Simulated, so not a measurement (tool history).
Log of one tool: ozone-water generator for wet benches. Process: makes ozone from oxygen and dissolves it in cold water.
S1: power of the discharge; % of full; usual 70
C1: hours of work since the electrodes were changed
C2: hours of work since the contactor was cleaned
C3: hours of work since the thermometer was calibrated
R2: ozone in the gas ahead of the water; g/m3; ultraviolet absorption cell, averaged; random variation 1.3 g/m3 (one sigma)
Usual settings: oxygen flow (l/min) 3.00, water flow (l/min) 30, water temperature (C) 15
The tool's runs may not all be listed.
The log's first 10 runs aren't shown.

Run 11, day 16.746: usual settings; C1 1331; C2 3910; C3 1015. Result: dissolved ozone (ppm) 12.4, R2 239.6 g/m3.
Run 12, day 18.912: usual settings; C1 1366; C2 3945; C3 1050. Result: dissolved ozone (ppm) 12.2, R2 239.2 g/m3.
Run 13, day 21.029: usual settings; C1 1400; C2 3979; C3 1084. Result: dissolved ozone (ppm) 12.2, R2 239.1 g/m3.
Run 14, day 22.604: usual settings; C1 1425; C2 4004; C3 1109. Result: dissolved ozone (ppm) 12.5, R2 237.5 g/m3.
Run 15, day 23.650: usual settings; C1 1442; C2 4021; C3 1126. Result: dissolved ozone (ppm) 12.3, R2 239.2 g/m3.
Run 16, day 25.708: usual settings but water temperature (C) 17; C1 1475; C2 4054; C3 1159. Result: dissolved ozone (ppm) 11.8, R2 239.2 g/m3.
Run 17, day 27.846: usual settings; C1 1509; C2 4088; C3 1193. Result: dissolved ozone (ppm) 12.3, R2 239.6 g/m3.
Run 18, day 29.271: usual settings; C1 1532; C2 4111; C3 1216. Result: dissolved ozone (ppm) 12.1, R2 240.9 g/m3.
Run 19, day 31.371: usual settings but S1 80 % of full, water flow (l/min) 36, water temperature (C) 9; C1 1566; C2 4145; C3 1250. Result: dissolved ozone (ppm) 11.1, R2 259.7 g/m3.
Run 20, day 32.729: usual settings but S1 80 % of full, water flow (l/min) 36, water temperature (C) 9; C1 1588; C2 4167; C3 1272. Result: dissolved ozone (ppm) 11.1, R2 259.5 g/m3.
Run 21, day 33.825: usual settings but S1 41 % of full, oxygen flow (l/min) 5.39, water flow (l/min) 25, water temperature (C) 18; C1 1605; C2 4184; C3 1289. Result: dissolved ozone (ppm) 12.2, R2 135.1 g/m3.
Run 22, day 36.304: usual settings but S1 41 % of full, oxygen flow (l/min) 5.39, water flow (l/min) 25, water temperature (C) 18; C1 1645; C2 4224; C3 1329. Result: dissolved ozone (ppm) 12.3, R2 135.4 g/m3.
Run 23, day 37.833: usual settings but oxygen flow (l/min) 1.91, water flow (l/min) 25, water temperature (C) 18; C1 1669; C2 4249; C3 1353. Result: dissolved ozone (ppm) 12.6, R2 285.2 g/m3.
Run 24, day 40.308: usual settings but oxygen flow (l/min) 1.99, water temperature (C) 8; C1 1709; C2 4288; C3 1393. Result: dissolved ozone (ppm) 10.6, R2 282.5 g/m3.
Run 25, day 41.604: usual settings but oxygen flow (l/min) 1.99, water temperature (C) 8; C1 1730; C2 4309; C3 1414. Result: dissolved ozone (ppm) 10.6, R2 283.5 g/m3.
Run 26, day 43.854: usual settings but oxygen flow (l/min) 1.99, water temperature (C) 8; C1 1766; C2 4345; C3 1450. Result: dissolved ozone (ppm) 10.7, R2 279.9 g/m3.
Run 27, day 45.879: usual settings but S1 68 % of full, oxygen flow (l/min) 2.02, water temperature (C) 8; C1 1798; C2 4378; C3 1482. Result: dissolved ozone (ppm) 10.5, R2 273.3 g/m3.
Run 28, day 47.888: usual settings but S1 68 % of full, oxygen flow (l/min) 2.02, water temperature (C) 8; C1 1831; C2 4410; C3 1515. Result: dissolved ozone (ppm) 10.5, R2 275.7 g/m3.
Run 29, day 50.112: usual settings but S1 93 % of full, water flow (l/min) 23; C1 1866; C2 4446; C3 1550. Result: dissolved ozone (ppm) 19.6, R2 286.2 g/m3.
Run 30, day 51.183: usual settings but S1 42 % of full; C1 1883; C2 4463; C3 1568. Result: dissolved ozone (ppm) 8.9, R2 174.7 g/m3.
Run 31, day 53.104: usual settings but S1 42 % of full; C1 1914; C2 4494; C3 1598. Result: dissolved ozone (ppm) 8.9, R2 175.3 g/m3.
Run 32, day 54.254: usual settings but S1 42 % of full; C1 1933; C2 4512; C3 1617. Result: dissolved ozone (ppm) 9.0, R2 175.1 g/m3.
Run 33, day 55.712: usual settings but S1 55 % of full, oxygen flow (l/min) 2.07, water flow (l/min) 40, water temperature (C) 11; C1 1956; C2 4535; C3 1640. Result: dissolved ozone (ppm) 6.6, R2 238.7 g/m3.

4 ways to go on from here, each from the tool as it stands after run 33. What would each give?
Run A, day 57.300: usual settings but S1 76 % of full, oxygen flow (l/min) 2.07, water flow (l/min) 40, water temperature (C) 13; C1 1982; C2 4561; C3 1666. Result: dissolved ozone (ppm) ?, R2 ?.
Run B, day 57.300: usual settings but S1 55 % of full, oxygen flow (l/min) 4.69, water flow (l/min) 32, water temperature (C) 11; C1 1982; C2 4561; C3 1666. Result: dissolved ozone (ppm) ?, R2 ?.
Run C, day 57.300: usual settings but S1 55 % of full, oxygen flow (l/min) 2.13, water flow (l/min) 40, water temperature (C) 11; C1 1982; C2 4561; C3 1666. Result: dissolved ozone (ppm) ?, R2 ?.
Run D, day 57.300: usual settings but S1 72 % of full, oxygen flow (l/min) 4.88, water temperature (C) 10; C1 1982; C2 4561; C3 1666. Result: dissolved ozone (ppm) ?, R2 ?.

run  dissolved ozone (ppm)     R2
  A                    7.9  295.1
  B                   11.8  172.6
  C                    6.7  237.4
  D                   15.4  200.6
Without the tool's hidden state the same runs would have given:
run  dissolved ozone (ppm)     R2
  A                    7.9  295.2
  B                   11.8  172.6
  C                    6.7  237.5
  D                   15.5  200.7

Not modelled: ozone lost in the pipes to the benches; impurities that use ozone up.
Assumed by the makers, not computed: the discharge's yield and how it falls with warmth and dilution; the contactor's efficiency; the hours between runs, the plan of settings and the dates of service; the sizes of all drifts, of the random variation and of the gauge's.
